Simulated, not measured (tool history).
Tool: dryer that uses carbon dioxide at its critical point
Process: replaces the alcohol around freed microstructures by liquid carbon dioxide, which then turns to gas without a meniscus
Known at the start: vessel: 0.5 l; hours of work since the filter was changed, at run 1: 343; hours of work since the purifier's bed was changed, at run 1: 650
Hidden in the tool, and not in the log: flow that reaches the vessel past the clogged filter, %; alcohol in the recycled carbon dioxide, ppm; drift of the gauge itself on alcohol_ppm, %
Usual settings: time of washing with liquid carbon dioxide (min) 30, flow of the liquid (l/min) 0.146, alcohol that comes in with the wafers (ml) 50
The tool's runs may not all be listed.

| run | day | time of washing with liquid carbon dioxide (min) | flow of the liquid (l/min) | alcohol that comes in with the wafers (ml) | hours of work since the filter was changed | hours of work since the purifier's bed was changed | alcohol left in the vessel before it's heated (ppm by volume) |
|---|---|---|---|---|---|---|---|
| 1 | 0 | 30 | 0.146 | 50 | 343 | 650 | 477 |
|  | 0.812 | inlet filter changed |
| 2 | 1.85 | 30 | 0.146 | 28 | 11 | 670 | 260 |
| 3 | 2.617 | 30 | 0.146 | 88 | 19 | 678 | 494 |
| 4 | 3.812 | 30 | 0.146 | 31 | 32 | 690 | 270 |
| 5 | 5.396 | 30 | 0.146 | 50 | 49 | 707 | 350 |
| 6 | 6.162 | 30 | 0.146 | 50 | 57 | 715 | 370 |
| 7 | 7.867 | 30 | 0.146 | 49 | 75 | 734 | 360 |
| 8 | 9.346 | 30 | 0.151 | 50 | 91 | 749 | 344 |
| 9 | 10.208 | 30 | 0.151 | 50 | 100 | 759 | 340 |
| 10 | 12.029 | 30 | 0.151 | 50 | 120 | 778 | 354 |
| 11 | 13.362 | 30 | 0.151 | 50 | 134 | 792 | 371 |
|  | 14.833 | purifier's bed changed |
| 12 | 14.833 | 30 | 0.146 | 50 | 148 | 0 | 232 |

The next listed run, before its measurement:
| 13 | 15.679 | 30 | 0.146 | 50 | 157 | 9 | ? |

Run 13 gave alcohol left in the vessel before it's heated (ppm by volume) 247.
Without the tool's hidden state the same run would have given alcohol left in the vessel before it's heated (ppm by volume) 182.
